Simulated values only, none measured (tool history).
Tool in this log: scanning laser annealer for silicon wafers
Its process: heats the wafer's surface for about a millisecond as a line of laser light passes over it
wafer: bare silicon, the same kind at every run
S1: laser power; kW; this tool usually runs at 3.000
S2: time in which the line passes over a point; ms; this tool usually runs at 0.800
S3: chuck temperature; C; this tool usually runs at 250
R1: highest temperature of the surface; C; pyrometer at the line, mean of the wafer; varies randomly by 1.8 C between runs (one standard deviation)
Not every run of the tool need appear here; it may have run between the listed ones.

run    hour     S1     S2   S3    R1
  1     0.0  3.000  0.800  250   974
  2    40.5  3.000  0.800  250   976
  3    84.4  3.000  0.800  283  1010
  4   145.0  3.000  0.764  283   987
  5   176.2  3.000  0.800  250   974
  6   216.8  3.000  0.800  250   973
  7   249.2  3.000  0.800  250   971
  8   274.9  3.000  0.742  250   938
      333.6  -- optics aligned, line set to its width
  9   340.6  3.000  0.800  250   977
 10   391.0  3.000  0.800  250   977
 11   452.5  3.000  0.800  250   977
 12   508.7  3.000  0.800  213   942
      533.9  -- window over the wafer cleaned
 13   558.5  3.000  0.800  250   967
 14   607.0  3.000  0.800  250   966
 15   640.2  3.000  0.800  250   965
 16   673.5  3.000  0.800  250   965
 17   732.3  3.000  0.800  250   959
 18   782.1  3.000  0.800  260   970
 19   824.0  3.000  0.800  260   971
      838.1  -- window over the wafer cleaned, once more
 20   857.5  3.000  0.800  260   999
 21   896.4  3.000  0.592  221   839
 22   949.0  2.932  0.800  224   946
 23   993.7  2.932  0.800  224   943
 24  1041.9  2.841  0.601  239   826
 25  1084.6  2.841  0.601  239   823
 26  1131.2  2.841  0.601  239   827
 27  1185.6  2.975  0.859  233   993
 28  1224.7  2.847  0.800  256   950
 29  1256.3  3.214  0.658  288   987
 30  1300.8  3.214  0.658  288   982
 31  1329.7  3.214  0.658  288   982
 32  1383.7  2.641  0.767  276   901
 33  1417.8  2.928  0.760  283   971
 34  1458.1  2.649  0.800  273   913
 35  1492.3  3.232  0.616  258   926
 36  1540.6  3.232  0.616  258   926
     1571.7  -- window over the wafer cleaned
 37  1602.8  3.255  0.592  268   933
 38  1637.4  3.255  0.592  268   931
 39  1672.8  3.255  0.592  217   881
 40  1704.7  2.680  0.577  217   758

Here are 4 independent what-if runs from the current tool condition. What would each one return?
  A  1752.7  2.604  0.621  217   ?
  B  1752.7  2.734  0.577  217   ?
  C  1752.7  2.882  0.577  282   ?
  D  1752.7  2.748  0.577  227   ?

run   R1
  A  766
  B  765
  C  859
  D  782
With the hidden condition removed and each run's random variation left untouched, the same runs would have given:
run   R1
  A  769
  B  768
  C  863
  D  785
